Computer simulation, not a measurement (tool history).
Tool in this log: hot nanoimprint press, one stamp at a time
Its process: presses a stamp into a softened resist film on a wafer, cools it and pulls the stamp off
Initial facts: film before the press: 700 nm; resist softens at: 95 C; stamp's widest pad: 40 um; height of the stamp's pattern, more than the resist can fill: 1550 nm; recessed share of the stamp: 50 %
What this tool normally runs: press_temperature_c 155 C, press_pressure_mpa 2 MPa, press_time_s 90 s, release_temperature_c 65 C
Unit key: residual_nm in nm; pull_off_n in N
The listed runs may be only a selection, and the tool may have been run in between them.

Run 1, hour 0: usual settings. Result: residual_nm 373.1 nm, pull_off_n 97 N.
Run 2, hour 12.8: usual settings. Result: residual_nm 368.1 nm, pull_off_n 100 N.
Run 3, hour 28.4: usual settings. Result: residual_nm 373.8 nm, pull_off_n 101 N.
Run 4, hour 47.3: usual settings. Result: residual_nm 375.9 nm, pull_off_n 99 N.
Run 5, hour 63.3: usual settings. Result: residual_nm 374.1 nm, pull_off_n 99 N.
Run 6, hour 80.3: usual settings. Result: residual_nm 377.5 nm, pull_off_n 107 N.
Run 7, hour 105: usual settings but press_pressure_mpa 1.25 MPa. Result: residual_nm 438.3 nm, pull_off_n 101 N.
Run 8, hour 116.7: usual settings. Result: residual_nm 375 nm, pull_off_n 104 N.
At hour 131.3: stamp cleaned and given a new release coat.
Run 9, hour 136.1: usual settings. Result: residual_nm 381 nm, pull_off_n 94 N.
Run 10, hour 149.2: usual settings. Result: residual_nm 371.8 nm, pull_off_n 94 N.
Run 11, hour 161: usual settings but press_time_s 47 s. Result: residual_nm 459.8 nm, pull_off_n 91 N.
Run 12, hour 172.6: usual settings but press_time_s 47 s. Result: residual_nm 463 nm, pull_off_n 94 N.
Run 13, hour 188.7: usual settings but press_time_s 47 s, release_temperature_c 69 C. Result: residual_nm 457.9 nm, pull_off_n 85 N.
Run 14, hour 206.1: usual settings but press_time_s 47 s, release_temperature_c 69 C. Result: residual_nm 464.7 nm, pull_off_n 91 N.
Run 15, hour 226.9: usual settings but press_time_s 47 s, release_temperature_c 69 C. Result: residual_nm 466.9 nm, pull_off_n 88 N.
Run 16, hour 243.5: usual settings but press_pressure_mpa 2.56 MPa. Result: residual_nm 347.5 nm, pull_off_n 98 N.
Run 17, hour 262: usual settings but press_temperature_c 151 C, press_pressure_mpa 2.56 MPa, release_temperature_c 58 C. Result: residual_nm 415.9 nm, pull_off_n 113 N.
Run 18, hour 278.4: usual settings but press_temperature_c 164 C, press_pressure_mpa 2.09 MPa. Result: residual_nm 248.9 nm, pull_off_n 101 N.
Run 19, hour 289.9: usual settings but press_temperature_c 164 C, press_pressure_mpa 2.09 MPa, press_time_s 58 s, release_temperature_c 58 C. Result: residual_nm 301.9 nm, pull_off_n 114 N.
Run 20, hour 301.8: usual settings but press_temperature_c 164 C, press_pressure_mpa 2.09 MPa, press_time_s 58 s, release_temperature_c 58 C. Result: residual_nm 300.4 nm, pull_off_n 118 N.
Run 21, hour 324.1: usual settings but press_time_s 124 s. Result: residual_nm 346.6 nm, pull_off_n 106 N.
Run 22, hour 335.9: usual settings but press_temperature_c 145 C, press_time_s 82 s, release_temperature_c 71 C. Result: residual_nm 564.2 nm, pull_off_n 92 N.
Run 23, hour 351.2: usual settings but press_pressure_mpa 2.84 MPa. Result: residual_nm 344.6 nm, pull_off_n 104 N.
Run 24, hour 370.5: usual settings but press_pressure_mpa 2.84 MPa, press_time_s 53 s, release_temperature_c 59 C. Result: residual_nm 407.8 nm, pull_off_n 118 N.
At hour 378.1: stamp cleaned and given a new release coat.
Run 25, hour 392.8: usual settings but press_time_s 71 s, release_temperature_c 59 C. Result: residual_nm 422.6 nm, pull_off_n 104 N.
Run 26, hour 411: usual settings but press_temperature_c 150 C, press_pressure_mpa 3 MPa, press_time_s 87 s, release_temperature_c 62 C. Result: residual_nm 429 nm, pull_off_n 101 N.
Run 27, hour 427.4: usual settings but press_temperature_c 145 C, press_pressure_mpa 3 MPa, press_time_s 87 s, release_temperature_c 54 C. Result: residual_nm 519 nm, pull_off_n 121 N.
At hour 433.5: plate thermocouple calibrated.
Run 28, hour 453.1: usual settings but press_temperature_c 145 C, press_pressure_mpa 3 MPa, press_time_s 81 s, release_temperature_c 54 C. Result: residual_nm 487.7 nm, pull_off_n 115 N.
Run 29, hour 473.2: usual settings but press_time_s 172 s. Result: residual_nm 276.5 nm, pull_off_n 99 N.
Run 30, hour 492.8: usual settings but press_temperature_c 163 C, press_time_s 76 s. Result: residual_nm 266.9 nm, pull_off_n 96 N.
Run 31, hour 514.1: usual settings but press_temperature_c 163 C, press_time_s 76 s. Result: residual_nm 265.9 nm, pull_off_n 96 N.

Here are 3 independent what-if runs from the current tool condition. What would each one return?
Run A, hour 534.2: usual settings but press_temperature_c 164 C, press_time_s 64 s, release_temperature_c 64 C. Result: residual_nm ?, pull_off_n ?.
Run B, hour 534.2: usual settings but press_temperature_c 160 C, press_time_s 160 s, release_temperature_c 63 C. Result: residual_nm ?, pull_off_n ?.
Run C, hour 534.2: usual settings but press_temperature_c 145 C, press_pressure_mpa 1.72 MPa, release_temperature_c 73 C. Result: residual_nm ?, pull_off_n ?.

run  residual_nm  pull_off_n
  A          273         101
  B        225.1         104
  C        548.2          83
With no hidden state in the tool, these same runs would have given:
run  residual_nm  pull_off_n
  A        267.7          94
  B        220.3          96
  C        542.7          76

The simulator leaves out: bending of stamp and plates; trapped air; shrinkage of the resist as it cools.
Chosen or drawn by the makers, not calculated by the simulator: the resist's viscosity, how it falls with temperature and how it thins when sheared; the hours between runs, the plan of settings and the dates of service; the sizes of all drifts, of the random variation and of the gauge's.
